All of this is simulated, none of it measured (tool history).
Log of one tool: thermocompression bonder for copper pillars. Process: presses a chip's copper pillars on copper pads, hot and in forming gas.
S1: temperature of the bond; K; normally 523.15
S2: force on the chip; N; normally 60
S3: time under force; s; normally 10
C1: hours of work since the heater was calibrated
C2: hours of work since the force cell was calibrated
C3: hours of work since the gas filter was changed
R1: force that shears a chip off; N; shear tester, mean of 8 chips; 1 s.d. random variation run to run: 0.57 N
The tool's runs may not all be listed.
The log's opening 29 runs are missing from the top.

run,hour,S1,S2,S3,C1,C2,C3,R1
30,1769.7,537.15,79,7,1222,800,33,51.3
# hour 1817.6: heater calibrated with a thermocouple chip
31,1841.7,525.15,85,7,16,845,79,50.2
32,1898.7,523.15,60,14,53,883,116,52.1
33,1966.9,535.15,60,10,97,927,160,55.6
34,2048.6,530.15,60,14,150,980,213,56.6
35,2130.3,530.15,60,14,204,1033,266,55.6
36,2204.8,529.15,38,28,252,1082,315,55.8
37,2257.3,498.15,38,28,286,1116,349,30.6
38,2297.6,498.15,38,28,312,1142,375,31.6
39,2356.2,523.15,87,13,351,1180,413,54.4

Below are 3 alternative next runs, each starting from the tool's condition after run 39. Predict each:
A,2405.4,524.15,37,8,383,1212,445,?
B,2405.4,532.15,82,9,383,1212,445,?
C,2405.4,523.15,62,13,383,1212,445,?

run,R1
A,30.0
B,53.0
C,45.9
The same runs, with their run-to-run variation unchanged, on a tool lacking any hidden condition would have given:
run,R1
A,34.8
B,60.9
C,53.0
